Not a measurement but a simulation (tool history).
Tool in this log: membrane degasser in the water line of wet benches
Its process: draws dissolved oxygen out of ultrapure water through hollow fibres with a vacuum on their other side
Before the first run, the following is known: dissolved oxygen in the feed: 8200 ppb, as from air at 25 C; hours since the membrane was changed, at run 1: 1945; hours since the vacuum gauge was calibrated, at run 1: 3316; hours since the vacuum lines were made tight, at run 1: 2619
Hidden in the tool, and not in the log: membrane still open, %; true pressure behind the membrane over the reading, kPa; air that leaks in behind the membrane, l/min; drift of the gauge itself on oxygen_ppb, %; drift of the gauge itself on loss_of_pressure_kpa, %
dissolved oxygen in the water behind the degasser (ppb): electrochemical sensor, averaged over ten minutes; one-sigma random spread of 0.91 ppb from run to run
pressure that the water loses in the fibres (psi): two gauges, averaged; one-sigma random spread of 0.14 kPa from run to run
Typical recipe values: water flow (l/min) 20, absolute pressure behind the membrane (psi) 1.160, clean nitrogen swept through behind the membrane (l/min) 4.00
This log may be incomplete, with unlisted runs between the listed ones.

| run | hour | water flow (l/min) | absolute pressure behind the membrane (psi) | clean nitrogen swept through behind the membrane (l/min) | hours since the membrane was changed | hours since the vacuum gauge was calibrated | hours since the vacuum lines were made tight | dissolved oxygen in the water behind the degasser (ppb) | pressure that the water loses in the fibres (psi) |
|---|---|---|---|---|---|---|---|---|---|
| 1 | 0.0 | 20 | 1.160 | 4.00 | 1945 | 3316 | 2619 | 84.8 | 3.799 |
| 2 | 61.0 | 20 | 1.160 | 4.00 | 2006 | 3377 | 2680 | 86.7 | 3.799 |
| 3 | 140.4 | 20 | 1.160 | 4.00 | 2086 | 3457 | 2759 | 84.6 | 3.810 |
| 4 | 266.3 | 20 | 1.160 | 7.53 | 2212 | 3582 | 2885 | 60.4 | 3.791 |
| 5 | 324.2 | 14 | 1.160 | 4.00 | 2270 | 3640 | 2943 | 50.0 | 2.686 |
| 6 | 442.4 | 17 | 1.160 | 4.00 | 2388 | 3759 | 3061 | 65.3 | 3.233 |
| 7 | 568.2 | 17 | 1.160 | 4.00 | 2513 | 3884 | 3187 | 66.3 | 3.213 |
| 8 | 694.8 | 20 | 1.160 | 4.00 | 2640 | 4011 | 3313 | 86.2 | 3.796 |
| 9 | 762.4 | 20 | 1.160 | 4.00 | 2708 | 4079 | 3381 | 87.1 | 3.825 |
| 10 | 864.4 | 20 | 1.160 | 4.00 | 2810 | 4181 | 3483 | 85.1 | 3.826 |
| 11 | 939.3 | 20 | 1.160 | 4.00 | 2885 | 4255 | 3558 | 85.3 | 3.825 |
| 12 | 1020.7 | 21 | 1.160 | 4.00 | 2966 | 4337 | 3639 | 94.2 | 3.980 |
| 13 | 1104.6 | 21 | 1.160 | 4.00 | 3050 | 4421 | 3723 | 93.5 | 4.000 |
| 14 | 1208.3 | 21 | 1.160 | 4.00 | 3154 | 4524 | 3827 | 94.4 | 4.003 |
| 15 | 1266.9 | 21 | 1.160 | 4.00 | 3212 | 4583 | 3885 | 94.1 | 3.990 |
| 16 | 1322.0 | 20 | 1.160 | 1.62 | 3267 | 4638 | 3941 | 161.7 | 3.849 |
| 17 | 1378.1 | 20 | 1.160 | 7.30 | 3323 | 4694 | 3997 | 60.8 | 3.819 |
| 18 | 1474.1 | 26 | 1.558 | 1.66 | 3419 | 4790 | 4093 | 319.4 | 5.001 |
| 19 | 1536.2 | 21 | 1.453 | 4.00 | 3481 | 4852 | 4155 | 117.4 | 4.013 |
| 20 | 1660.9 | 16 | 1.582 | 4.00 | 3606 | 4977 | 4279 | 87.8 | 2.999 |
| 21 | 1753.1 | 18 | 1.160 | 4.00 | 3698 | 5069 | 4372 | 71.7 | 3.449 |
| 22 | 1815.2 | 18 | 1.910 | 2.48 | 3760 | 5131 | 4434 | 193.6 | 3.436 |
| 23 | 1927.6 | 18 | 1.910 | 2.48 | 3873 | 5244 | 4546 | 190.5 | 3.443 |
| 24 | 2019.6 | 18 | 1.910 | 2.48 | 3965 | 5336 | 4638 | 193.9 | 3.429 |
| 25 | 2109.3 | 25 | 1.417 | 4.00 | 4055 | 5425 | 4728 | 149.7 | 4.776 |
| 26 | 2209.4 | 27 | 1.102 | 4.00 | 4155 | 5526 | 4828 | 140.2 | 5.155 |
| 27 | 2306.8 | 21 | 0.934 | 5.42 | 4252 | 5623 | 4925 | 64.7 | 3.996 |
| 28 | 2426.6 | 20 | 1.416 | 2.56 | 4372 | 5743 | 5045 | 146.1 | 3.809 |
| 29 | 2511.4 | 16 | 1.856 | 2.83 | 4457 | 5828 | 5130 | 141.5 | 3.036 |
| 30 | 2583.0 | 14 | 1.856 | 6.94 | 4528 | 5899 | 5202 | 56.4 | 2.656 |
| 31 | 2695.1 | 24 | 2.213 | 4.00 | 4640 | 6011 | 5314 | 218.9 | 4.590 |
| 32 | 2768.2 | 28 | 2.213 | 7.94 | 4713 | 6084 | 5387 | 176.6 | 5.336 |
| 33 | 2882.9 | 18 | 2.091 | 4.06 | 4828 | 6199 | 5501 | 140.2 | 3.472 |

Forecast each of these 3 alternatives for the next run:
| A | 2998.3 | 21 | 2.667 | 3.38 | 4944 | 6314 | 5617 | ? | ? |
| B | 2998.3 | 18 | 2.245 | 4.06 | 4944 | 6314 | 5617 | ? | ? |
| C | 2998.3 | 20 | 1.160 | 3.23 | 4944 | 6314 | 5617 | ? | ? |

| run | dissolved oxygen in the water behind the degasser (ppb) | pressure that the water loses in the fibres (psi) |
|---|---|---|
| A | 256.5 | 4.018 |
| B | 150.2 | 3.414 |
| C | 98.9 | 3.839 |
Without the tool's hidden state the same runs would have given:
| run | dissolved oxygen in the water behind the degasser (ppb) | pressure that the water loses in the fibres (psi) |
|---|---|---|
| A | 256.4 | 4.018 |
| B | 150.0 | 3.413 |
| C | 98.8 | 3.839 |

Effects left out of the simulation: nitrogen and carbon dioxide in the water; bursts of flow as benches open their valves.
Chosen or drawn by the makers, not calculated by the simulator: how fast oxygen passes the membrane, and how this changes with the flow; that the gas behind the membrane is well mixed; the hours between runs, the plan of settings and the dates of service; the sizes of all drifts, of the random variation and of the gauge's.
